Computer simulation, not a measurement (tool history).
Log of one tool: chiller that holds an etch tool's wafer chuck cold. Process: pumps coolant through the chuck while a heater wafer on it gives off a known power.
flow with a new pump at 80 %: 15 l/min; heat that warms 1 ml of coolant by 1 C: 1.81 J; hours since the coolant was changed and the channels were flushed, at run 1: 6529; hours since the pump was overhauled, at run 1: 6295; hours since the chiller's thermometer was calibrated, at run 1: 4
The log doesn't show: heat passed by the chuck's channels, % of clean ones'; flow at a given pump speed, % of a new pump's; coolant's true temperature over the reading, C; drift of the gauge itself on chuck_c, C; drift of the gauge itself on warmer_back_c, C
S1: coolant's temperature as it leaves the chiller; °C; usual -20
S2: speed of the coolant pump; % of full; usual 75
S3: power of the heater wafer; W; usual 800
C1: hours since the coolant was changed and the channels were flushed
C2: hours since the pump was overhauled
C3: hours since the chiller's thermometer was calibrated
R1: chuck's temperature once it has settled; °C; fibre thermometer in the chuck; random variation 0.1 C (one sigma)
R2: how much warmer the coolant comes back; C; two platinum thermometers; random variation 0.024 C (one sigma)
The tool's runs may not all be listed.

Run 1, hour 0.0: usual settings; C1 6529; C2 6295; C3 4. Result: R1 -11.6 °C, R2 2.20 C.
Run 2, hour 149.7: usual settings; C1 6679; C2 6445; C3 154. Result: R1 -11.3 °C, R2 2.24 C.
Run 3, hour 224.2: usual settings but S1 -17 °C; C1 6753; C2 6519; C3 228. Result: R1 -8.4 °C, R2 2.18 C.
Run 4, hour 353.6: usual settings but S1 -17 °C; C1 6883; C2 6649; C3 358. Result: R1 -8.2 °C, R2 2.19 C.
Run 5, hour 446.6: usual settings but S1 -17 °C; C1 6976; C2 6742; C3 451. Result: R1 -8.3 °C, R2 2.19 C.
Run 6, hour 538.3: usual settings but S1 -17 °C; C1 7068; C2 6834; C3 542. Result: R1 -8.2 °C, R2 2.21 C.
Run 7, hour 712.7: usual settings but S1 -17 °C; C1 7242; C2 7008; C3 717. Result: R1 -8.2 °C, R2 2.20 C.
At hour 727.9: coolant changed, channels flushed.
Run 8, hour 878.8: usual settings but S1 -19 °C; C1 151; C2 7168; C3 877. Result: R1 -11.8 °C, R2 2.22 C.
Run 9, hour 955.3: usual settings; C1 227; C2 7244; C3 953. Result: R1 -12.5 °C, R2 2.23 C.
At hour 1082.9: coolant pump overhauled.
Run 10, hour 1123.4: usual settings; C1 391; C2 40; C3 1117. Result: R1 -13.5 °C, R2 1.91 C.
Run 11, hour 1200.2: usual settings; C1 467; C2 117; C3 1193. Result: R1 -13.5 °C, R2 1.95 C.
Run 12, hour 1310.8: usual settings; C1 578; C2 228; C3 1304. Result: R1 -13.3 °C, R2 1.91 C.
Run 13, hour 1407.0: usual settings; C1 674; C2 324; C3 1400. Result: R1 -13.3 °C, R2 1.90 C.
Run 14, hour 1526.0: usual settings; C1 793; C2 443; C3 1519. Result: R1 -13.2 °C, R2 1.99 C.
Run 15, hour 1618.8: usual settings; C1 886; C2 536; C3 1612. Result: R1 -13.1 °C, R2 1.90 C.
Run 16, hour 1785.9: usual settings; C1 1053; C2 703; C3 1779. Result: R1 -13.3 °C, R2 1.92 C.
Run 17, hour 1863.4: usual settings but S1 -24 °C, S3 865 W; C1 1131; C2 781; C3 1857. Result: R1 -16.6 °C, R2 2.11 C.
Run 18, hour 1946.8: usual settings but S1 -18 °C, S2 86 % of full, S3 787 W; C1 1214; C2 864; C3 1940. Result: R1 -11.7 °C, R2 1.61 C.
Run 19, hour 2031.1: usual settings but S2 96 % of full, S3 1009 W; C1 1298; C2 948; C3 2024. Result: R1 -12.7 °C, R2 1.84 C.
Run 20, hour 2188.5: usual settings but S2 96 % of full, S3 767 W; C1 1456; C2 1106; C3 2182. Result: R1 -14.4 °C, R2 1.43 C.
At hour 2224.9: chiller's thermometer calibrated.
Run 21, hour 2283.3: usual settings but S1 -10 °C, S2 90 % of full, S3 432 W; C1 1549; C2 1199; C3 58. Result: R1 -6.8 °C, R2 0.91 C.
Run 22, hour 2446.3: usual settings; C1 1712; C2 1362; C3 221. Result: R1 -13.2 °C, R2 1.98 C.
Run 23, hour 2583.5: usual settings; C1 1850; C2 1500; C3 359. Result: R1 -13.1 °C, R2 1.96 C.
Run 24, hour 2661.2: usual settings; C1 1927; C2 1577; C3 436. Result: R1 -13.0 °C, R2 1.97 C.
Run 25, hour 2812.9: usual settings; C1 2079; C2 1729; C3 588. Result: R1 -13.0 °C, R2 1.93 C.
Run 26, hour 2904.9: usual settings; C1 2171; C2 1821; C3 680. Result: R1 -12.8 °C, R2 2.01 C.
Run 27, hour 3038.2: usual settings; C1 2304; C2 1954; C3 813. Result: R1 -12.8 °C, R2 2.04 C.
Run 28, hour 3189.0: usual settings but S1 -16 °C, S2 73 % of full; C1 2455; C2 2105; C3 964. Result: R1 -8.6 °C, R2 2.08 C.

Forecast each of these 3 alternatives for the next run:
Run A, hour 3327.9: usual settings; C1 2594; C2 2244; C3 1103. Result: R1 ?, R2 ?.
Run B, hour 3327.9: usual settings but S1 -16 °C; C1 2594; C2 2244; C3 1103. Result: R1 ?, R2 ?.
Run C, hour 3327.9: usual settings but S1 -23 °C, S2 91 % of full; C1 2594; C2 2244; C3 1103. Result: R1 ?, R2 ?.

run     R1    R2
  A  -12.6  2.01
  B   -8.8  1.99
  C  -16.7  1.62
Without the tool's hidden state the same runs would have given:
run     R1    R2
  A  -13.5  1.90
  B   -9.8  1.88
  C  -17.5  1.53

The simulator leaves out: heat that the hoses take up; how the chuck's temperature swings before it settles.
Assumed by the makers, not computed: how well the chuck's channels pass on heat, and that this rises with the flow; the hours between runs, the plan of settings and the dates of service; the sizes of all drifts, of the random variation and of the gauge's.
